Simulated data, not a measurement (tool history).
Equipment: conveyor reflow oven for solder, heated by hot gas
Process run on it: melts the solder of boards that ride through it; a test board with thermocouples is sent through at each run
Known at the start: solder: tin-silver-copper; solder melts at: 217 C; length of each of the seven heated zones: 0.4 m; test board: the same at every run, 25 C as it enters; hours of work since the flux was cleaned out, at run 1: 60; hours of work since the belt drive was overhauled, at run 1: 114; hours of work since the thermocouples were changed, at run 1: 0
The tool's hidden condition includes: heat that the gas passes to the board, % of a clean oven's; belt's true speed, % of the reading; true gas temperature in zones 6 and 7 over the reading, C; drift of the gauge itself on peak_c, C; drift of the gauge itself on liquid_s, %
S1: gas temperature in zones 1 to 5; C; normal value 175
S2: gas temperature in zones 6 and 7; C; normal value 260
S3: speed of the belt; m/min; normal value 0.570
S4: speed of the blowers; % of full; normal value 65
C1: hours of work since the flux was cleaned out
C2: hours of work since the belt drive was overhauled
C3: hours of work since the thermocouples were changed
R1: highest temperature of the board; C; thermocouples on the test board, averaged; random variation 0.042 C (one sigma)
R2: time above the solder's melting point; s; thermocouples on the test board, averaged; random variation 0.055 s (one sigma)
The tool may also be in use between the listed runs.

{"run": 1, "hour": 0.0, "S1": 175, "S2": 260, "S3": 0.57, "S4": 65, "C1": 60, "C2": 114, "C3": 0, "R1": 244.81, "R2": 56.76}
{"run": 2, "hour": 8.7, "S1": 175, "S2": 260, "S3": 0.57, "S4": 65, "C1": 65, "C2": 119, "C3": 5, "R1": 244.81, "R2": 56.83}
{"run": 3, "hour": 17.7, "S1": 165, "S2": 260, "S3": 0.57, "S4": 65, "C1": 69, "C2": 123, "C3": 9, "R1": 242.93, "R2": 51.09}
{"run": 4, "hour": 24.9, "S1": 165, "S2": 260, "S3": 0.57, "S4": 65, "C1": 73, "C2": 127, "C3": 13, "R1": 242.97, "R2": 51.09}
{"run": 5, "hour": 30.1, "S1": 165, "S2": 260, "S3": 0.57, "S4": 65, "C1": 76, "C2": 130, "C3": 16, "R1": 242.87, "R2": 50.94}
{"run": 6, "hour": 40.0, "S1": 165, "S2": 268, "S3": 0.57, "S4": 65, "C1": 81, "C2": 135, "C3": 21, "R1": 249.86, "R2": 57.55}
{"run": 7, "hour": 48.8, "S1": 165, "S2": 268, "S3": 0.57, "S4": 65, "C1": 85, "C2": 139, "C3": 25, "R1": 249.85, "R2": 57.51}
{"run": 8, "hour": 56.3, "S1": 165, "S2": 268, "S3": 0.57, "S4": 65, "C1": 89, "C2": 143, "C3": 29, "R1": 249.88, "R2": 57.45}
{"run": 9, "hour": 61.2, "S1": 165, "S2": 268, "S3": 0.57, "S4": 65, "C1": 92, "C2": 146, "C3": 32, "R1": 249.83, "R2": 57.39}
{"run": 10, "hour": 71.1, "S1": 165, "S2": 268, "S3": 0.57, "S4": 65, "C1": 97, "C2": 151, "C3": 37, "R1": 249.88, "R2": 57.43}
{"run": 11, "hour": 83.0, "S1": 165, "S2": 268, "S3": 0.57, "S4": 65, "C1": 103, "C2": 157, "C3": 43, "R1": 249.81, "R2": 57.38}
{"run": 12, "hour": 88.4, "S1": 165, "S2": 268, "S3": 0.57, "S4": 65, "C1": 106, "C2": 160, "C3": 46, "R1": 249.8, "R2": 57.44}
{"run": 13, "hour": 99.5, "S1": 165, "S2": 268, "S3": 0.57, "S4": 65, "C1": 111, "C2": 165, "C3": 51, "R1": 249.73, "R2": 57.39}
{"run": 14, "hour": 110.7, "S1": 165, "S2": 268, "S3": 0.57, "S4": 65, "C1": 117, "C2": 171, "C3": 57, "R1": 249.7, "R2": 57.31}
{"run": 15, "hour": 119.8, "S1": 165, "S2": 268, "S3": 0.57, "S4": 54, "C1": 122, "C2": 176, "C3": 62, "R1": 247.04, "R2": 54.15}
{"run": 16, "hour": 124.7, "S1": 165, "S2": 256, "S3": 0.57, "S4": 51, "C1": 124, "C2": 178, "C3": 64, "R1": 236.03, "R2": 41.34}
{"run": 17, "hour": 131.6, "S1": 165, "S2": 256, "S3": 0.57, "S4": 51, "C1": 128, "C2": 182, "C3": 68, "R1": 236.06, "R2": 41.34}
{"run": 18, "hour": 136.8, "S1": 175, "S2": 265, "S3": 0.517, "S4": 52, "C1": 131, "C2": 185, "C3": 71, "R1": 249.29, "R2": 67.23}
{"hour": 141.5, "done": "belt drive overhauled, speed set with a stopwatch"}
{"run": 19, "hour": 146.5, "S1": 172, "S2": 269, "S3": 0.644, "S4": 80, "C1": 134, "C2": 3, "C3": 73, "R1": 250.52, "R2": 53.31}
{"run": 20, "hour": 153.0, "S1": 175, "S2": 254, "S3": 0.57, "S4": 65, "C1": 137, "C2": 6, "C3": 77, "R1": 239.39, "R2": 50.91}
{"run": 21, "hour": 162.1, "S1": 175, "S2": 254, "S3": 0.57, "S4": 65, "C1": 142, "C2": 11, "C3": 82, "R1": 239.4, "R2": 50.99}
{"run": 22, "hour": 174.0, "S1": 175, "S2": 257, "S3": 0.61, "S4": 65, "C1": 148, "C2": 17, "C3": 88, "R1": 239.84, "R2": 47.14}
{"run": 23, "hour": 184.6, "S1": 162, "S2": 257, "S3": 0.503, "S4": 67, "C1": 153, "C2": 22, "C3": 93, "R1": 243.75, "R2": 59.62}
{"run": 24, "hour": 191.2, "S1": 162, "S2": 257, "S3": 0.503, "S4": 67, "C1": 157, "C2": 26, "C3": 97, "R1": 243.81, "R2": 59.53}
{"hour": 198.2, "done": "belt drive overhauled, speed set with a stopwatch, once more"}
{"run": 25, "hour": 202.9, "S1": 163, "S2": 270, "S3": 0.584, "S4": 65, "C1": 161, "C2": 2, "C3": 101, "R1": 249.92, "R2": 55.03}
{"run": 26, "hour": 212.8, "S1": 163, "S2": 255, "S3": 0.584, "S4": 61, "C1": 166, "C2": 8, "C3": 106, "R1": 236.13, "R2": 40.31}
{"hour": 222.4, "done": "flux residue cleaned out of gas plates and filters"}
{"run": 27, "hour": 225.7, "S1": 175, "S2": 272, "S3": 0.57, "S4": 65, "C1": 2, "C2": 12, "C3": 110, "R1": 255.83, "R2": 66.13}
{"run": 28, "hour": 233.2, "S1": 175, "S2": 273, "S3": 0.57, "S4": 78, "C1": 6, "C2": 15, "C3": 114, "R1": 259.0, "R2": 68.69}
{"run": 29, "hour": 244.1, "S1": 175, "S2": 268, "S3": 0.538, "S4": 78, "C1": 11, "C2": 21, "C3": 119, "R1": 256.16, "R2": 71.35}
{"run": 30, "hour": 256.0, "S1": 175, "S2": 268, "S3": 0.538, "S4": 78, "C1": 17, "C2": 27, "C3": 125, "R1": 256.2, "R2": 71.29}

Predict each of these 4 candidate next runs independently; none follows another, all start after run 30:
{"run": "A", "hour": 265.9, "S1": 175, "S2": 268, "S3": 0.545, "S4": 52, "C1": 22, "C2": 32, "C3": 130, "R1": "?", "R2": "?"}
{"run": "B", "hour": 265.9, "S1": 168, "S2": 254, "S3": 0.538, "S4": 78, "C1": 22, "C2": 32, "C3": 130, "R1": "?", "R2": "?"}
{"run": "C", "hour": 265.9, "S1": 175, "S2": 274, "S3": 0.504, "S4": 65, "C1": 22, "C2": 32, "C3": 130, "R1": "?", "R2": "?"}
{"run": "D", "hour": 265.9, "S1": 175, "S2": 260, "S3": 0.57, "S4": 59, "C1": 22, "C2": 32, "C3": 130, "R1": "?", "R2": "?"}

run=A R1=250.79 R2=64.76
run=B R1=242.48 R2=56.96
run=C R1=261.39 R2=79.71
run=D R1=244.04 R2=55.76
Take away the tool's hidden state, keep each run's random variation, and the runs would have read:
run=A R1=250.68 R2=64.63
run=B R1=242.38 R2=56.87
run=C R1=261.28 R2=79.58
run=D R1=243.94 R2=55.65

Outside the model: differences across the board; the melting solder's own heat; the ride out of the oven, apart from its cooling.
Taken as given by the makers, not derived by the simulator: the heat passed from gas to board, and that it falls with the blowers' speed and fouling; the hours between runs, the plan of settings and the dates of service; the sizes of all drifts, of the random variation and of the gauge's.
